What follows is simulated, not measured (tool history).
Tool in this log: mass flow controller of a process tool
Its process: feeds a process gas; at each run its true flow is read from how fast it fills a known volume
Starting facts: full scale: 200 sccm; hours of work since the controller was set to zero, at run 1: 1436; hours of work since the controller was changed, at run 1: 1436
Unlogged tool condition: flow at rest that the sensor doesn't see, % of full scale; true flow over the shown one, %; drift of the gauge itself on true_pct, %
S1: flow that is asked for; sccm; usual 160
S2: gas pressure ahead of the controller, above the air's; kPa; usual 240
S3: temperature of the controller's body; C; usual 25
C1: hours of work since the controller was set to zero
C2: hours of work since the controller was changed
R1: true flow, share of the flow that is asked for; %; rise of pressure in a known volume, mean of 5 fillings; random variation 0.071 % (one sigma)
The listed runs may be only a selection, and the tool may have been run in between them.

run	hour	S1	S2	S3	C1	C2	R1
1	0.0	160	240	25	1436	1436	99.45
2	118.2	160	240	28	1507	1507	99.41
3	307.5	160	240	28	1621	1621	99.44
4	446.5	160	240	28	1705	1705	99.26
5	559.1	160	240	28	1773	1773	99.40
6	671.7	160	240	28	1840	1840	99.41
7	880.2	160	240	28	1966	1966	99.44
8	1018.4	160	240	28	2049	2049	99.29
9	1163.7	151	240	25	2136	2136	99.41
10	1336.7	77	240	25	2241	2241	98.62
11	1582.7	25	176	30	2389	2389	98.05
12	1734.1	25	176	30	2480	2480	97.91
13	1870.5	163	246	24	2562	2562	99.56
14	2095.7	39	163	25	2697	2697	98.46
15	2371.6	29	163	27	2863	2863	98.19
16	2581.4	160	240	39	2990	2990	98.84
17	2714.5	160	240	39	3070	3070	98.71
18	2883.8	160	240	39	3172	3172	98.74
19	3040.9	87	240	32	3266	3266	98.32

Alternative continuations, all from the tool just after run 19; predict every row:
A	3307.7	56	240	25	3427	3427	?
B	3307.7	87	240	35	3427	3427	?
C	3307.7	134	161	39	3427	3427	?
D	3307.7	160	240	24	3427	3427	?

run	R1
A	98.31
B	98.18
C	98.80
D	99.63
Without the tool's unlogged condition, the same runs would have read:
run	R1
A	98.32
B	98.18
C	98.80
D	99.63
